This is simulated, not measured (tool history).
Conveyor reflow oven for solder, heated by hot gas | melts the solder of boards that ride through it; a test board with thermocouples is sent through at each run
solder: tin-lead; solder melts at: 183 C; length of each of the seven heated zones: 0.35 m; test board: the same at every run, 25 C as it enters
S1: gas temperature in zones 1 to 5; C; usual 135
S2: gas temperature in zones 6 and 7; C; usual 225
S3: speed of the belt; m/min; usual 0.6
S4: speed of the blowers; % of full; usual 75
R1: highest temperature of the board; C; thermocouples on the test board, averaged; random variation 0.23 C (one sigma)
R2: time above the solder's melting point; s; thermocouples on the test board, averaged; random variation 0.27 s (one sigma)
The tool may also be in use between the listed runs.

run,hour,S1,S2,S3,S4,R1,R2
1,0,135,225,0.6,75,207.7,43.8
2,18.9,135,225,0.6,75,207.7,43.5
3,29,135,225,0.521,75,211.8,55.7
4,42.9,135,225,0.6,75,208,43.4
5,52.7,135,225,0.6,75,207.2,43
6,65.4,135,225,0.6,75,207.4,43.3
7,81,135,225,0.6,75,207.4,43
8,102.2,135,225,0.6,75,207.4,43.4
9,112.4,135,225,0.6,75,207.3,42.8
10,125,135,225,0.499,75,212.3,58.9
11,139,135,225,0.6,54,202.9,36.9
12,156.6,135,216,0.6,75,199.2,34.1
13,172,135,216,0.6,75,199.6,34.3
14,186.4,135,225,0.49,75,212.6,60.7
15,198.7,135,225,0.6,76,206.8,42.9
16,209.5,135,225,0.568,75,208.3,46.9
17,220.9,135,225,0.568,75,208.6,47
18,233.2,135,225,0.568,75,208.4,47.4
19,248.3,135,225,0.568,75,208.5,46.8
20,261.6,135,225,0.568,75,208.1,46.8
21,275.4,135,227,0.6,75,207.8,43.1
22,288.9,140,227,0.6,75,208.9,46.3
23,310.8,140,227,0.6,75,208.5,45.9
24,331.8,135,226,0.6,87,208.6,44.7
25,348.9,143,217,0.6,61,199.1,35.4
26,363.2,143,217,0.6,61,199,35.3
27,383.2,135,225,0.6,79,206.4,42.3
28,393.3,149,237,0.6,75,218.5,56.8
29,404.8,135,216,0.649,75,196,26.5
30,415,126,226,0.649,67,200,28.4

The same runs without the tool's hidden state, with the same run-to-run variation:
The hidden state here: heat that the gas passes to the board, % of a clean oven's; belt's true speed, % of the reading; true gas temperature in zones 6 and 7 over the reading, C; drift of the gauge itself on peak_c, C; drift of the gauge itself on liquid_s, %.
run,R1,R2
1,207.9,43.8
2,208,43.6
3,212.1,55.8
4,208.4,43.7
5,207.7,43.4
6,207.9,43.7
7,208,43.6
8,208.1,44
9,208,43.5
10,213.1,59.5
11,203.7,37.8
12,200.2,35.3
13,200.6,35.7
14,213.7,61.6
15,208,44.1
16,209.5,48
17,209.9,48.2
18,209.7,48.7
19,209.9,48.2
20,209.6,48.3
21,209.4,44.6
22,210.5,47.8
23,210.3,47.5
24,210.6,46.6
25,200.8,37.9
26,200.8,37.9
27,208.6,44.6
28,220.6,58.2
29,198.3,29.9
30,202.6,31.5

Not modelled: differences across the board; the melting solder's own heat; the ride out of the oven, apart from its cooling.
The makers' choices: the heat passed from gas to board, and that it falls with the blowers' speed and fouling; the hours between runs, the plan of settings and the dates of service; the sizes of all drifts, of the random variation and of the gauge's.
